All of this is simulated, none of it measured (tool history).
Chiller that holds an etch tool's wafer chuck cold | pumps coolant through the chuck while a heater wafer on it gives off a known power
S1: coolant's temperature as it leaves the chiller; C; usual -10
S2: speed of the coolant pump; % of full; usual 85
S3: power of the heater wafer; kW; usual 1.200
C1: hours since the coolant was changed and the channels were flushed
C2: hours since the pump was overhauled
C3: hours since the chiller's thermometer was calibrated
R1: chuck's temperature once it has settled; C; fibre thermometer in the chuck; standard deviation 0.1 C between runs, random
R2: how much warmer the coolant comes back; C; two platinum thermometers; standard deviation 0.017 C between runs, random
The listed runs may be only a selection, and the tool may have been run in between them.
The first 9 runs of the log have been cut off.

{"run": 10, "hour": 1299.6, "S1": -10, "S2": 85, "S3": 0.642, "C1": 6191, "C2": 2735, "C3": 470, "R1": -5.7, "R2": 1.35}
{"run": 11, "hour": 1450.4, "S1": -10, "S2": 85, "S3": 0.642, "C1": 6342, "C2": 2886, "C3": 621, "R1": -5.8, "R2": 1.35}
{"run": 12, "hour": 1587.1, "S1": -10, "S2": 72, "S3": 1.2, "C1": 6479, "C2": 3023, "C3": 757, "R1": -0.8, "R2": 2.99}
{"run": 13, "hour": 1672.5, "S1": -10, "S2": 72, "S3": 1.2, "C1": 6564, "C2": 3108, "C3": 843, "R1": -0.7, "R2": 3.01}
{"run": 14, "hour": 1809.4, "S1": -10, "S2": 72, "S3": 1.2, "C1": 6701, "C2": 3245, "C3": 980, "R1": -0.8, "R2": 3.04}
{"run": 15, "hour": 2006.8, "S1": -10, "S2": 85, "S3": 1.2, "C1": 6898, "C2": 3443, "C3": 1177, "R1": -2.1, "R2": 2.52}
{"run": 16, "hour": 2171.8, "S1": -10, "S2": 70, "S3": 1.2, "C1": 7063, "C2": 3608, "C3": 1342, "R1": -0.6, "R2": 3.08}
{"run": 17, "hour": 2356.2, "S1": -19, "S2": 85, "S3": 0.674, "C1": 7248, "C2": 3792, "C3": 1526, "R1": -14.7, "R2": 1.42}
{"run": 18, "hour": 2484.7, "S1": -10, "S2": 82, "S3": 0.68, "C1": 7376, "C2": 3921, "C3": 1655, "R1": -5.3, "R2": 1.51}
{"run": 19, "hour": 2615.4, "S1": -10, "S2": 81, "S3": 0.68, "C1": 7507, "C2": 4051, "C3": 1786, "R1": -5.4, "R2": 1.52}
{"run": 20, "hour": 2777.6, "S1": -10, "S2": 81, "S3": 0.68, "C1": 7669, "C2": 4213, "C3": 1948, "R1": -5.1, "R2": 1.52}
{"run": 21, "hour": 2908.2, "S1": -5, "S2": 87, "S3": 1.419, "C1": 7800, "C2": 4344, "C3": 2078, "R1": 4.2, "R2": 2.91}
{"run": 22, "hour": 3101.1, "S1": -5, "S2": 87, "S3": 1.419, "C1": 7993, "C2": 4537, "C3": 2271, "R1": 4.1, "R2": 2.94}
{"run": 23, "hour": 3274.4, "S1": -5, "S2": 87, "S3": 1.419, "C1": 8166, "C2": 4710, "C3": 2445, "R1": 4.2, "R2": 2.94}
{"run": 24, "hour": 3382.7, "S1": -17, "S2": 94, "S3": 0.9, "C1": 8274, "C2": 4819, "C3": 2553, "R1": -11.6, "R2": 1.73}
{"run": 25, "hour": 3572.3, "S1": -9, "S2": 94, "S3": 1.148, "C1": 8464, "C2": 5008, "C3": 2743, "R1": -1.8, "R2": 2.23}
{"hour": 3584.9, "done": "chiller's thermometer calibrated"}
{"run": 26, "hour": 3680.7, "S1": -9, "S2": 94, "S3": 1.148, "C1": 8571, "C2": 5116, "C3": 96, "R1": -2.0, "R2": 2.18}
{"run": 27, "hour": 3870.1, "S1": -9, "S2": 94, "S3": 0.889, "C1": 8761, "C2": 5305, "C3": 285, "R1": -3.6, "R2": 1.67}
{"run": 28, "hour": 3986.8, "S1": -2, "S2": 82, "S3": 1.383, "C1": 8877, "C2": 5422, "C3": 402, "R1": 7.4, "R2": 3.01}
{"run": 29, "hour": 4087.1, "S1": -10, "S2": 99, "S3": 1.2, "C1": 8978, "C2": 5522, "C3": 502, "R1": -2.9, "R2": 2.19}
{"run": 30, "hour": 4183.5, "S1": -14, "S2": 88, "S3": 1.024, "C1": 9074, "C2": 5618, "C3": 599, "R1": -7.5, "R2": 2.1}
{"run": 31, "hour": 4380.3, "S1": -10, "S2": 93, "S3": 1.2, "C1": 9271, "C2": 5815, "C3": 795, "R1": -2.4, "R2": 2.32}
{"run": 32, "hour": 4464.7, "S1": -17, "S2": 85, "S3": 0.669, "C1": 9355, "C2": 5900, "C3": 880, "R1": -12.6, "R2": 1.44}

3 options for the next run, each taken on its own from the tool as it stands now. Forecast them:
{"run": "A", "hour": 4601.5, "S1": -10, "S2": 61, "S3": 1.217, "C1": 9492, "C2": 6036, "C3": 1017, "R1": "?", "R2": "?"}
{"run": "B", "hour": 4601.5, "S1": -18, "S2": 94, "S3": 1.061, "C1": 9492, "C2": 6036, "C3": 1017, "R1": "?", "R2": "?"}
{"run": "C", "hour": 4601.5, "S1": -8, "S2": 72, "S3": 0.669, "C1": 9492, "C2": 6036, "C3": 1017, "R1": "?", "R2": "?"}

run=A R1=0.7 R2=3.55
run=B R1=-11.6 R2=2.05
run=C R1=-3.0 R2=1.67
Stripped of hidden state, with their random variation kept, the same runs would have yielded:
run=A R1=0.7 R2=3.55
run=B R1=-11.6 R2=2.05
run=C R1=-3.0 R2=1.67
